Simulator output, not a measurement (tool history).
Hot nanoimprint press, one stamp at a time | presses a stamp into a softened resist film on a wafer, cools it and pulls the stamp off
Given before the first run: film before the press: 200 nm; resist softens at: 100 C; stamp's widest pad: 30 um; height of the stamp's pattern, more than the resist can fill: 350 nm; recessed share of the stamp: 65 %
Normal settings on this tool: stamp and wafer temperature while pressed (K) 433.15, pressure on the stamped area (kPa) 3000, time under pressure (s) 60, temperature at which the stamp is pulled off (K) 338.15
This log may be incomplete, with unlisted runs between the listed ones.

run,hour,stamp and wafer temperature while pressed (K),pressure on the stamped area (kPa),time under pressure (s),temperature at which the stamp is pulled off (K),resist left under the stamp's widest pad (Å),greatest force while the stamp is pulled off (N)
1,0,433.15,3000,60,338.15,1130,308
2,30.7,433.15,3000,109,338.15,943,231
3,43.8,433.15,3000,109,338.15,952,232
4,72.9,433.15,3000,109,338.15,953,248
5,95.5,433.15,3000,109,338.15,956,251
6,120,433.15,3000,109,338.15,953,261
7,141.6,433.15,3000,109,338.15,958,266
8,167.8,433.15,3000,60,338.15,1139,270
9,191.3,433.15,3000,60,338.15,1146,284
10,206.5,433.15,3000,60,338.15,1150,284
11,223.2,433.15,3000,60,338.15,1142,303
12,243.9,433.15,3000,60,338.15,1149,310
13,281.7,433.15,3000,60,338.15,1149,231
14,302.6,433.15,3000,60,334.15,1148,255
15,330.3,433.15,3000,60,334.15,1155,268
16,344.4,433.15,2730,92,334.15,1069,270
17,360.9,433.15,2730,92,334.15,1075,276
18,374.1,433.15,2760,78,338.15,1111,259
19,401.9,433.15,2760,78,338.15,1113,266
20,417.9,433.15,2760,78,338.15,1117,269
21,441,434.15,3000,60,338.15,1122,283
22,473.1,432.15,2150,60,326.15,1393,383
23,487.2,425.15,3000,60,328.15,1479,370
24,516.6,425.15,3000,60,328.15,1441,365
25,548.5,438.15,3590,41,338.15,963,220
26,573.5,433.15,3000,102,337.15,952,250
27,604.5,433.15,3000,41,337.15,1242,261
28,620.7,437.15,3000,38,338.15,1137,248
29,640.9,434.15,2350,60,335.15,1226,287
30,667.6,424.15,4380,54,323.15,1306,358

The log once held 4 entries between its listed runs, left out of this copy. Where does each go, and what is different about the tool's unlogged condition between the listed run before it and the listed run after it?
In the gap between runs 1 and 2: stamp cleaned and given a new release coat (hour 14.2)
  true temperature over the reading, C: -0.39 -> -0.42; pressure that arrives at the usual setting, %: 99.49 -> 99.46; grip of the stamp's worn release coat, % over a new coat's: 37.3 -> 2.4
  measured value less the no-hidden-state value, resist left under the stamp's widest pad (Å): +17 -> +17; greatest force while the stamp is pulled off (N): +86 -> +7
In the gap between runs 12 and 13: stamp cleaned and given a new release coat (hour 267.4)
  true temperature over the reading, C: -0.67 -> -0.71; pressure that arrives at the usual setting, %: 99.26 -> 99.23; grip of the stamp's worn release coat, % over a new coat's: 35.6 -> 2.1
  measured value less the no-hidden-state value, resist left under the stamp's widest pad (Å): +29 -> +31; greatest force while the stamp is pulled off (N): +85 -> +8
In the gap between runs 23 and 24: plate thermocouple calibrated (hour 508.3)
  true temperature over the reading, C: -0.96 -> 0.27; pressure that arrives at the usual setting, %: 99.04 -> 99.01; grip of the stamp's worn release coat, % over a new coat's: 33.9 -> 38.3
  measured value less the no-hidden-state value, resist left under the stamp's widest pad (Å): +44 -> -5; greatest force while the stamp is pulled off (N): +99 -> +100
In the gap between runs 24 and 25: stamp cleaned and given a new release coat (hour 524.8)
  true temperature over the reading, C: 0.27 -> 0.23; pressure that arrives at the usual setting, %: 99.01 -> 98.99; grip of the stamp's worn release coat, % over a new coat's: 38.3 -> 3.4
  measured value less the no-hidden-state value, resist left under the stamp's widest pad (Å): -5 -> -1; greatest force while the stamp is pulled off (N): +100 -> +6

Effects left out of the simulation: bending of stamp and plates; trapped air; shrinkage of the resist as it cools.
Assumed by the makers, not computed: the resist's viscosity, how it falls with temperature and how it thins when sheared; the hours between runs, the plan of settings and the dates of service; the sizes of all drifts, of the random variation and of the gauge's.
